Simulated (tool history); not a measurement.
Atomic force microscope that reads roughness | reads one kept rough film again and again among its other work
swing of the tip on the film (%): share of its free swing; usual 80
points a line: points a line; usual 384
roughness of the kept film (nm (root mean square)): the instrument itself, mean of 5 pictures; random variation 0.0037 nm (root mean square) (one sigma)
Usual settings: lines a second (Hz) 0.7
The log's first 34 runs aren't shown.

run   hour  lines a second (Hz)  swing of the tip on the film (%)  points a line  roughness of the kept film (nm (root mean square))
 35    501                1.419                                59            316                                               0.982
 36  520.7                2.052                                59            958                                               0.963
       535  -- new tip fitted
 37  539.4                2.052                                59            958                                               0.999
 38  555.4                0.868                                80            325                                               0.961
 39    576                2.736                                80            718                                               0.815
 40  587.6                1.372                                83            384                                               0.885
 41  608.9                1.372                                83            384                                               0.875
     625.8  -- new tip fitted
 42  626.7                 0.58                                72            682                                                1.03
 43  637.4                2.174                                89            482                                               0.789
 44  648.8                  0.7                                65            972                                               1.021

3 ways to go on from here, each from the tool as it stands after run 44. What would each give?
  A  662.5                0.555                                65            972                                                   ?
  B  662.5                2.092                                65            556                                                   ?
  C  662.5                1.856                                85            268                                                   ?

run  roughness of the kept film (nm (root mean square))
  A                                               1.022
  B                                               0.954
  C                                               0.833
Without the tool's hidden state the same runs would have given:
run  roughness of the kept film (nm (root mean square))
  A                                               1.043
  B                                               0.974
  C                                               0.851

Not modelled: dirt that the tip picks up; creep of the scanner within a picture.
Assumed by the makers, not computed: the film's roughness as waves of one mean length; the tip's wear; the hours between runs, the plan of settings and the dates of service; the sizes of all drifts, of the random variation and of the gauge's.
